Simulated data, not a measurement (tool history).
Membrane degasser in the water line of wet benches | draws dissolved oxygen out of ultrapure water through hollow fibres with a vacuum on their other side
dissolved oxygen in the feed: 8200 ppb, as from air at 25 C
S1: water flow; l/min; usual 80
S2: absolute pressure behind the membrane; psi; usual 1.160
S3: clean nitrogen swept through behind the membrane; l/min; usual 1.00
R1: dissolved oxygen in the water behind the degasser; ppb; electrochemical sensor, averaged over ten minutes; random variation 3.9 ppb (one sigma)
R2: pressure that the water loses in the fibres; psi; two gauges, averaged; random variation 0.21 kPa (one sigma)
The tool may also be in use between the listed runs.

| run | day | S1 | S2 | S3 | R1 | R2 |
|---|---|---|---|---|---|---|
| 1 | 0.000 | 80 | 1.160 | 1.00 | 679.3 | 7.162 |
| 2 | 1.567 | 80 | 1.160 | 1.87 | 457.8 | 7.184 |
| 3 | 2.408 | 80 | 1.160 | 1.87 | 458.9 | 7.213 |
| 4 | 4.254 | 80 | 1.160 | 1.00 | 677.4 | 7.191 |
| 5 | 5.933 | 80 | 1.160 | 1.00 | 675.6 | 7.217 |
| 6 | 7.592 | 80 | 1.160 | 1.00 | 678.9 | 7.200 |
| 7 | 8.683 | 80 | 1.160 | 1.27 | 588.5 | 7.210 |
| 8 | 10.508 | 80 | 1.710 | 1.00 | 1096.5 | 7.197 |
| 9 | 11.688 | 80 | 1.427 | 1.00 | 899.6 | 7.208 |
| 10 | 12.496 | 72 | 1.160 | 1.00 | 615.6 | 6.456 |
| 11 | 13.333 | 80 | 1.160 | 1.00 | 680.0 | 7.224 |
| 12 | 15.017 | 80 | 1.160 | 1.00 | 680.6 | 7.236 |
| 13 | 16.838 | 80 | 1.160 | 1.00 | 677.2 | 7.204 |
| 14 | 18.712 | 80 | 1.160 | 1.00 | 673.9 | 7.217 |
| 15 | 20.546 | 80 | 1.160 | 1.00 | 686.5 | 7.249 |
| 16 | 22.038 | 80 | 1.160 | 1.00 | 687.3 | 7.176 |
| 17 | 22.829 | 80 | 1.160 | 1.00 | 678.4 | 7.127 |
| 18 | 24.462 | 80 | 1.160 | 2.40 | 388.6 | 7.165 |
| 19 | 25.738 | 56 | 1.835 | 0.45 | 1505.1 | 5.015 |
| 20 | 26.833 | 116 | 1.835 | 1.33 | 1395.3 | 10.470 |
| 21 | 27.688 | 67 | 1.622 | 2.18 | 529.5 | 6.061 |
| 22 | 29.075 | 59 | 1.622 | 2.98 | 361.1 | 5.320 |
| 23 | 29.933 | 80 | 1.160 | 0.86 | 745.8 | 7.237 |
| 24 | 31.271 | 80 | 0.965 | 0.53 | 733.9 | 7.229 |
| 25 | 32.100 | 80 | 2.659 | 0.85 | 1948.8 | 7.174 |
| 26 | 33.267 | 88 | 0.732 | 2.45 | 231.3 | 7.947 |
| 27 | 34.488 | 60 | 0.759 | 0.80 | 292.4 | 5.437 |
| 28 | 35.296 | 80 | 1.391 | 1.23 | 763.2 | 7.224 |
| 29 | 36.158 | 80 | 1.123 | 1.23 | 576.5 | 7.211 |
| 30 | 37.658 | 80 | 1.120 | 1.66 | 475.8 | 7.203 |
| 31 | 38.442 | 80 | 1.120 | 1.66 | 477.3 | 7.261 |
| 32 | 39.679 | 125 | 1.147 | 1.10 | 1003.5 | 11.269 |
| 33 | 41.442 | 51 | 1.062 | 1.10 | 383.0 | 4.608 |

Hidden state or all else? Some run-to-run changes of R1, split into what the settings, what came in and random variation would give without the hidden state, and what is left for the hidden state (with any gauge scatter that isn't in both results):
The hidden state here: membrane still open, %; true pressure behind the membrane over the reading, kPa; air that leaks in behind the membrane, l/min; drift of the gauge itself on oxygen_ppb, %; drift of the gauge itself on loss_of_pressure_kpa, %.
Run 18 -> 19: S1 80 -> 56, S2 1.160 -> 1.835, S3 2.40 -> 0.45. R1 +1116.5 ppb: hidden state +9.2, all else +1107.3.
Run 22 -> 23: S1 59 -> 80, S2 1.622 -> 1.160, S3 2.98 -> 0.86. R1 +384.7 ppb: hidden state +18.2, all else +366.5.
Run 24 -> 25: S2 0.965 -> 2.659, S3 0.53 -> 0.85. R1 +1214.9 ppb: hidden state -15.9, all else +1230.8.
Run 25 -> 26: S1 80 -> 88, S2 2.659 -> 0.732, S3 0.85 -> 2.45. R1 -1717.5 ppb: hidden state -2.8, all else -1714.7.
Run 31 -> 32: S1 80 -> 125, S2 1.120 -> 1.147, S3 1.66 -> 1.10. R1 +526.2 ppb: hidden state +16.7, all else +509.5.
Run 32 -> 33: S1 125 -> 51, S2 1.147 -> 1.062. R1 -620.5 ppb: hidden state -18.8, all else -601.7.

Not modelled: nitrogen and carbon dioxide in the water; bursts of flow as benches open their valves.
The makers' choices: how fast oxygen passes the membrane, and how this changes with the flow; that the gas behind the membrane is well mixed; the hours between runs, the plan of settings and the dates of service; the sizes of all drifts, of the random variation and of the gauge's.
